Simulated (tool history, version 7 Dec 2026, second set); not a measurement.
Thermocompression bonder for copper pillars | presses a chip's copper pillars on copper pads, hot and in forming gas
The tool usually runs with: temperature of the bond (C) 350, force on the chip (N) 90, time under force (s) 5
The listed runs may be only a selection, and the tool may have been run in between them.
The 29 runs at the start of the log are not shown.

| run | hour | temperature of the bond (C) | force on the chip (N) | time under force (s) | hours of work since the heater was calibrated | hours of work since the force cell was calibrated | hours of work since the gas filter was changed | force that shears a chip off (N) |
|---|---|---|---|---|---|---|---|---|
| 30 | 1264.2 | 368 | 113 | 6 | 488 | 164 | 179 | 101.4 |
| 31 | 1324.9 | 368 | 62 | 6 | 523 | 200 | 215 | 70.4 |
| 32 | 1374.3 | 368 | 62 | 6 | 553 | 229 | 244 | 70.9 |
| 33 | 1401.9 | 350 | 89 | 5 | 569 | 246 | 260 | 76.1 |
| 34 | 1462.6 | 348 | 115 | 5 | 605 | 281 | 296 | 87 |
| 35 | 1499.9 | 354 | 115 | 5 | 627 | 303 | 318 | 89.8 |
| 36 | 1531 | 350 | 85 | 5 | 645 | 322 | 337 | 72.3 |
| 37 | 1579 | 350 | 85 | 5 | 674 | 350 | 365 | 71.3 |
| 38 | 1635.2 | 361 | 94 | 5 | 707 | 383 | 398 | 81.5 |

Branching from run 38: 4 alternative next runs. What would each branch give?
|  | 1646.4 | forming gas filter changed |
| A | 1690.2 | 361 | 104 | 3 | 739 | 416 | 26 | ? |
|  | 1646.4 | forming gas filter changed |
| B | 1690.2 | 369 | 63 | 7 | 739 | 416 | 26 | ? |
|  | 1646.4 | forming gas filter changed |
| C | 1690.2 | 350 | 90 | 3 | 739 | 416 | 26 | ? |
|  | 1646.4 | forming gas filter changed |
| D | 1690.2 | 355 | 94 | 12 | 739 | 416 | 26 | ? |

| run | force that shears a chip off (N) |
|---|---|
| A | 84.2 |
| B | 80.2 |
| C | 70.6 |
| D | 102.9 |
Stripped of hidden state, with their random variation kept, the same runs would have yielded:
| run | force that shears a chip off (N) |
|---|---|
| A | 85.9 |
| B | 81.9 |
| C | 72.2 |
| D | 104.4 |

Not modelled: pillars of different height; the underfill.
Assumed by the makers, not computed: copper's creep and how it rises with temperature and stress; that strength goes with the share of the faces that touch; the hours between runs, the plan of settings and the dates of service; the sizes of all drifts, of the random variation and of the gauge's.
